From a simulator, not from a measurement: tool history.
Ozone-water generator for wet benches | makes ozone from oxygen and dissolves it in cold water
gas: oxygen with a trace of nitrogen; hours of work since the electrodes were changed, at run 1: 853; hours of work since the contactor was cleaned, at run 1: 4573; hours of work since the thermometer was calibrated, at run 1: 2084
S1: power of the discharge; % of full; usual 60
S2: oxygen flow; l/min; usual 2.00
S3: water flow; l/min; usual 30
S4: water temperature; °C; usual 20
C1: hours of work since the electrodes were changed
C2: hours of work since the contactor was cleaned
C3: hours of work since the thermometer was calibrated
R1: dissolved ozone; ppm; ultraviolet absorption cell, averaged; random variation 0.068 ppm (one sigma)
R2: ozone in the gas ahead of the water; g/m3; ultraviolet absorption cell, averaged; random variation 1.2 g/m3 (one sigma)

run      day  S1    S2  S3  S4    C1    C2    C3     R1     R2
  1    0.000  60  2.00  30  20   853  4573  2084   7.50  214.9
  2    3.225  60  2.00  30  19   924  4644  2155   7.48  214.3
  3    6.362  60  2.00  30  27   993  4714  2224   7.16  216.6
  4   10.542  60  2.00  30  23  1085  4806  2316   7.29  214.6
  5   14.554  60  2.00  30  23  1174  4894  2405   7.33  217.5
  6   17.983  60  2.00  30  23  1249  4970  2480   7.31  215.9
  7   22.779  60  2.00  30  23  1355  5075  2586   7.28  215.7
  8   27.892  60  2.00  30  20  1468  5188  2699   7.53  216.0
  9   31.150  60  2.00  30  24  1539  5260  2770   7.32  218.6
 10   35.508  60  2.00  30  24  1635  5356  2866   7.23  216.4
      38.188  -- water thermometer calibrated
 11   39.733  60  3.56  30  20  1728  5448    34   7.82  144.5
 12   43.779  60  3.56  30  20  1817  5537   123   7.82  145.3
 13   46.892  60  3.56  30  20  1886  5606   192   7.90  146.0
 14   50.433  60  3.56  30  20  1964  5684   270   7.72  145.0
 15   52.742  60  2.00  30  20  2014  5735   321   7.45  217.8
 16   56.533  60  2.00  30  20  2098  5818   404   7.37  217.5
 17   61.604  60  2.00  21  20  2210  5930   516  10.92  217.1
 18   65.071  60  2.00  21  20  2286  6006   592  10.86  218.2
 19   68.071  82  2.24  21  13  2352  6072   658  14.28  246.9
 20   70.192  82  2.24  21  13  2399  6119   705  14.25  249.3
 21   73.183  47  3.11  30  13  2465  6185   771   7.06  137.2
 22   76.375  55  2.00  30  24  2535  6255   841   6.79  208.1
      77.358  -- contactor cleaned
 23   79.821  55  2.00  30  24  2607    54   913   6.86  205.8
 24   84.658  55  2.00  30  24  2714   161  1020   6.96  206.4
 25   87.929  81  2.00  30  20  2786   233  1092   8.94  267.6
 26   91.029  41  2.00  30  20  2854   301  1160   5.84  171.1
 27   94.500  60  1.06  43  20  2931   378  1237   4.26  340.9
 28   97.121  59  2.00  30  17  2988   435  1295   7.47  218.0
 29  101.896  60  3.16  30  16  3094   541  1400   7.95  159.9
 30  104.496  44  2.00  30  17  3151   598  1457   6.18  179.0
 31  107.812  60  2.61  30  12  3224   671  1530   8.13  182.9
 32  111.317  60  2.61  30  12  3301   748  1607   8.08  183.5
 33  115.462  60  1.07  24  14  3392   839  1699   8.81  338.5
 34  118.204  60  2.56  32  16  3453   900  1759   7.47  187.9

Hidden state or all else? Some run-to-run changes of R2, split into what the settings, what came in and random variation would give without the hidden state, and what is left for the hidden state (with any gauge scatter that isn't in both results):
The hidden state here: yield of the discharge, % of new electrodes'; contactor's efficiency, % of a clean one's; true water temperature over the reading, C; drift of the gauge itself on ozone_ppm, %; drift of the gauge itself on gas_g_m3, %.
Run 26 -> 27: S1 41 -> 60, S2 2.00 -> 1.06, S3 30 -> 43. R2 +169.8 g/m3: hidden state +3.4, all else +166.4.
Run 32 -> 33: S2 2.61 -> 1.07, S3 30 -> 24, S4 12 -> 14. R2 +155.0 g/m3: hidden state +3.8, all else +151.2.
Run 33 -> 34: S2 1.07 -> 2.56, S3 24 -> 32, S4 14 -> 16. R2 -150.6 g/m3: hidden state -3.4, all else -147.2.

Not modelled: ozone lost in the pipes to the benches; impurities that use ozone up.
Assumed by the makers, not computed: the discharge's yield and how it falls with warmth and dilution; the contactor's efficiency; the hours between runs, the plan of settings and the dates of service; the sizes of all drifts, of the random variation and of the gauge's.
